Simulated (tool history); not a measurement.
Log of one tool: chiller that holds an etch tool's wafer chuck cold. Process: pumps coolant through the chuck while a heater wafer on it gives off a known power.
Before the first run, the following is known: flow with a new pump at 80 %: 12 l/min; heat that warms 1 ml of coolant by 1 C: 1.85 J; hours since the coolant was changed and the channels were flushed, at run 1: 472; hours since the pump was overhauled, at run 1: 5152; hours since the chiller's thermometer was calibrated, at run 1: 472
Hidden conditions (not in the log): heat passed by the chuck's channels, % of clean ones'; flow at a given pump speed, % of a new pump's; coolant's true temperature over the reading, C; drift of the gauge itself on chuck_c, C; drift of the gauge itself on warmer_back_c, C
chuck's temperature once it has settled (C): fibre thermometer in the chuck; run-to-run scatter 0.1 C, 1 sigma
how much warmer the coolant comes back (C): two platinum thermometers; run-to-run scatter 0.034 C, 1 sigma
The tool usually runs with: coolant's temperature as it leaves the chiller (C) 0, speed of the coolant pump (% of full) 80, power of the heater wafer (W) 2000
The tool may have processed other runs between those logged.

| run | hour | coolant's temperature as it leaves the chiller (C) | speed of the coolant pump (% of full) | power of the heater wafer (W) | hours since the coolant was changed and the channels were flushed | hours since the pump was overhauled | hours since the chiller's thermometer was calibrated | chuck's temperature once it has settled (C) | how much warmer the coolant comes back (C) |
|---|---|---|---|---|---|---|---|---|---|
| 1 | 0.0 | 0 | 80 | 2000 | 472 | 5152 | 472 | 24.0 | 5.37 |
| 2 | 109.3 | -3 | 80 | 2000 | 581 | 5261 | 581 | 21.0 | 5.43 |
| 3 | 214.4 | -3 | 80 | 2000 | 686 | 5366 | 686 | 21.2 | 5.45 |
| 4 | 339.0 | -3 | 80 | 2000 | 811 | 5491 | 811 | 21.0 | 5.36 |
| 5 | 419.5 | -3 | 80 | 2000 | 891 | 5571 | 891 | 21.0 | 5.48 |
| 6 | 491.9 | 0 | 97 | 2000 | 963 | 5644 | 963 | 20.9 | 4.50 |
| 7 | 589.2 | 0 | 70 | 2000 | 1061 | 5741 | 1061 | 26.2 | 6.22 |
| 8 | 682.5 | 0 | 70 | 2000 | 1154 | 5834 | 1154 | 26.3 | 6.23 |
| 9 | 823.4 | 0 | 70 | 2000 | 1295 | 5975 | 1295 | 26.1 | 6.22 |
| 10 | 963.6 | 0 | 70 | 2000 | 1435 | 6115 | 1435 | 26.2 | 6.25 |
| 11 | 1100.9 | 0 | 80 | 2644 | 1573 | 6253 | 1573 | 31.8 | 7.33 |
| 12 | 1189.4 | 0 | 80 | 2644 | 1661 | 6341 | 1661 | 31.5 | 7.27 |
| 13 | 1262.3 | 0 | 70 | 2000 | 1734 | 6414 | 1734 | 26.3 | 6.26 |
| 14 | 1402.1 | 0 | 70 | 2000 | 1874 | 6554 | 1874 | 26.1 | 6.24 |
| 15 | 1512.0 | 0 | 70 | 2000 | 1984 | 6664 | 1984 | 25.9 | 6.26 |
| 16 | 1643.0 | 0 | 80 | 1686 | 2115 | 6795 | 2115 | 20.2 | 4.62 |
| 17 | 1700.4 | 0 | 63 | 2870 | 2172 | 6852 | 2172 | 40.4 | 9.96 |
| 18 | 1830.4 | 0 | 63 | 2870 | 2302 | 6982 | 2302 | 40.2 | 9.86 |
| 19 | 1942.4 | -3 | 80 | 2000 | 2414 | 7094 | 2414 | 20.9 | 5.54 |
| 20 | 2047.1 | -3 | 80 | 2000 | 2519 | 7199 | 2519 | 21.1 | 5.61 |
| 21 | 2123.0 | -3 | 80 | 2000 | 2595 | 7275 | 2595 | 21.1 | 5.56 |
| 22 | 2210.4 | 2 | 93 | 2147 | 2682 | 7362 | 2682 | 25.3 | 5.16 |
| 23 | 2277.0 | 2 | 93 | 2147 | 2749 | 7429 | 2749 | 25.2 | 5.18 |
| 24 | 2411.0 | 7 | 93 | 2942 | 2883 | 7563 | 2883 | 38.8 | 7.14 |
| 25 | 2487.7 | 1 | 93 | 2942 | 2959 | 7640 | 2959 | 32.8 | 7.06 |
| 26 | 2616.0 | 2 | 91 | 1021 | 3088 | 7768 | 3088 | 13.3 | 2.64 |
| 27 | 2705.3 | 5 | 94 | 1382 | 3177 | 7857 | 3177 | 19.8 | 3.40 |
|  | 2796.3 | gauge calibrated |
| 28 | 2814.7 | 0 | 93 | 1105 | 3286 | 7967 | 3286 | 12.0 | 2.64 |
| 29 | 2888.8 | -9 | 64 | 1200 | 3360 | 8041 | 3360 | 7.8 | 4.03 |
|  | 2902.2 | chiller's thermometer calibrated |
| 30 | 2986.6 | 6 | 64 | 1021 | 3457 | 8137 | 84 | 20.0 | 3.43 |
| 31 | 3062.1 | 0 | 94 | 2171 | 3533 | 8213 | 160 | 23.3 | 5.02 |
| 32 | 3155.9 | -7 | 68 | 2000 | 3627 | 8307 | 254 | 19.8 | 6.30 |

A few steps of how much warmer the coolant comes back (C) between consecutive runs. Split each: what settings, incoming material and random variation would produce without the hidden state, and what is left over for the hidden state, along with gauge scatter present in only one of the two compared results (measured, and without hidden state):
Run 2 -> 3: nothing adjusted, nothing logged. how much warmer the coolant comes back (C) +0.02: hidden state +0.01, all else +0.01.
Run 16 -> 17: speed of the coolant pump (% of full) 80 -> 63, power of the heater wafer (W) 1686 -> 2870. how much warmer the coolant comes back (C) +5.34: hidden state +0.00, all else +5.34.
Run 18 -> 19: coolant's temperature as it leaves the chiller (C) 0 -> -3, speed of the coolant pump (% of full) 63 -> 80, power of the heater wafer (W) 2870 -> 2000. how much warmer the coolant comes back (C) -4.32: hidden state +0.01, all else -4.33.
Run 25 -> 26: coolant's temperature as it leaves the chiller (C) 1 -> 2, speed of the coolant pump (% of full) 93 -> 91, power of the heater wafer (W) 2942 -> 1021. how much warmer the coolant comes back (C) -4.42: hidden state +0.00, all else -4.42.
Run 26 -> 27: coolant's temperature as it leaves the chiller (C) 2 -> 5, speed of the coolant pump (% of full) 91 -> 94, power of the heater wafer (W) 1021 -> 1382. how much warmer the coolant comes back (C) +0.76: hidden state +0.02, all else +0.74.
Run 27 -> 28: coolant's temperature as it leaves the chiller (C) 5 -> 0, speed of the coolant pump (% of full) 94 -> 93, power of the heater wafer (W) 1382 -> 1105, gauge calibrated. how much warmer the coolant comes back (C) -0.76: hidden state -0.19, all else -0.57.
